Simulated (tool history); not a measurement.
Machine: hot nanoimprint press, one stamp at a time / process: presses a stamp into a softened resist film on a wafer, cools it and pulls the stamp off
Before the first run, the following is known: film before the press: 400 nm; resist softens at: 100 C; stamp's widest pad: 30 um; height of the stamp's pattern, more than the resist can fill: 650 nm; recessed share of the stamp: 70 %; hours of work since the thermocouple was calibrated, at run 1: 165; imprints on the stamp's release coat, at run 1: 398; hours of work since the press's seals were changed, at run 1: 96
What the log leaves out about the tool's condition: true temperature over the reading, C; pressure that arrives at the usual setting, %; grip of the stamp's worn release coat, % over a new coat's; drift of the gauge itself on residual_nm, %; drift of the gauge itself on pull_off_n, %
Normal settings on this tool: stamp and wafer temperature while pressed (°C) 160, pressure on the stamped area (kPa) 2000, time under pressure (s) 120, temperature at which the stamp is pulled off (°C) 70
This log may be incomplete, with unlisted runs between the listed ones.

run	hour	stamp and wafer temperature while pressed (°C)	pressure on the stamped area (kPa)	time under pressure (s)	temperature at which the stamp is pulled off (°C)	hours of work since the thermocouple was calibrated	imprints on the stamp's release coat	hours of work since the press's seals were changed	resist left under the stamp's widest pad (Å)	greatest force while the stamp is pulled off (N)
1	0	160	2000	120	70	165	398	96	1565	171
2	4.5	160	2000	120	70	168	410	98	1571	171
3	11.5	160	2000	120	70	171	429	102	1558	174
4	16.7	160	2000	65	70	174	443	105	1940	170
5	25.4	160	2000	65	70	178	467	109	1937	172
6	29.8	160	2000	65	70	181	479	112	1924	174
7	36.9	160	2000	65	70	184	498	115	1932	171
8	47.1	160	2000	65	70	190	526	120	1912	174
9	55.2	160	2110	65	70	194	548	125	1878	170
10	59.9	160	2110	65	70	196	560	127	1884	175
11	66.9	160	2110	65	70	200	579	131	1855	181
12	75.5	160	2110	65	70	204	603	135	1868	172
13	80.6	160	2110	65	70	207	617	138	1862	180
14	87.5	160	2000	120	62	210	636	141	1563	209
15	92	160	2000	80	70	213	648	144	1785	180
# hour 95.4: plate thermocouple calibrated
16	101.6	160	2000	90	75	3	666	147	1687	161
17	105.8	160	1610	199	75	5	677	149	1453	158
18	114.4	160	2000	114	70	10	701	154	1569	185
19	120.9	160	1610	120	70	13	718	157	1731	181
20	129.3	160	1610	120	70	17	741	161	1726	190
21	133.8	168	2000	120	62	20	753	164	1000	229
22	141	168	2000	120	62	23	773	167	1001	217
# hour 148.6: plate thermocouple calibrated, once more
23	152.4	160	2000	132	70	2	796	172	1560	185
24	156.7	160	1660	132	70	4	807	174	1735	186
25	166.2	159	3130	105	59	9	833	179	1393	233
26	173.1	171	2650	103	61	13	852	182	811	227
27	178.1	154	2000	120	70	15	866	185	2233	192
28	188.3	154	1460	120	56	20	894	190	2566	243
29	194.7	154	1460	179	56	24	911	193	2304	248
30	203.5	163	1490	120	70	28	935	198	1619	192

Entry by entry between the runs, the difference in hidden state between the last listed run before and the first listed run after:
From run 15 to run 16: plate thermocouple calibrated (hour 95.4)
  true temperature over the reading, C: 0.47 -> 0.79; pressure that arrives at the usual setting, %: 98.82 -> 98.8; grip of the stamp's worn release coat, % over a new coat's: 16.9 -> 17.3
  the result without the hidden state subtracted from the measured one, resist left under the stamp's widest pad (Å): -32 -> -61; greatest force while the stamp is pulled off (N): +25 -> +21
From run 22 to run 23: plate thermocouple calibrated, once more (hour 148.6)
  true temperature over the reading, C: 0.85 -> -0.18; pressure that arrives at the usual setting, %: 98.66 -> 98.63; grip of the stamp's worn release coat, % over a new coat's: 20.2 -> 20.8
  the result without the hidden state subtracted from the measured one, resist left under the stamp's widest pad (Å): -36 -> +27; greatest force while the stamp is pulled off (N): +34 -> +32
